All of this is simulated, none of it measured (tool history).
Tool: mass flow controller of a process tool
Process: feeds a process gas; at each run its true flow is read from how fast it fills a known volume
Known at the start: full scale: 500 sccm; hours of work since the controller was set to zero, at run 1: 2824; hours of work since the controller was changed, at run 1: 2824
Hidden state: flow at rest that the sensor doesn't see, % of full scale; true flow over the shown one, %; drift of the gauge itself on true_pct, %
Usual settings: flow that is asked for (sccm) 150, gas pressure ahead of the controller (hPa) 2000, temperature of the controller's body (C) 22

| run | hour | flow that is asked for (sccm) | gas pressure ahead of the controller (hPa) | temperature of the controller's body (C) | hours of work since the controller was set to zero | hours of work since the controller was changed | true flow (%) |
|---|---|---|---|---|---|---|---|
| 1 | 0 | 150 | 2000 | 22 | 2824 | 2824 | 97.2 |
| 2 | 213.1 | 180 | 2000 | 22 | 2936 | 2936 | 97.5 |
| 3 | 420.1 | 180 | 2000 | 22 | 3044 | 3044 | 97.57 |
| 4 | 736.6 | 180 | 2000 | 22 | 3209 | 3209 | 97.61 |
| 5 | 1020.6 | 180 | 2000 | 22 | 3357 | 3357 | 97.71 |
| 6 | 1353.8 | 180 | 2000 | 22 | 3531 | 3531 | 97.77 |
| 7 | 1578.1 | 371 | 1640 | 31 | 3649 | 3649 | 100.04 |

Run 8 comes next. What will it give?
| 8 | 1941.6 | 190 | 2700 | 22 | 3838 | 3838 | ? |

Run 8 gave true flow (%) 98.56.
Without the tool's hidden state the same run would have given true flow (%) 97.95.
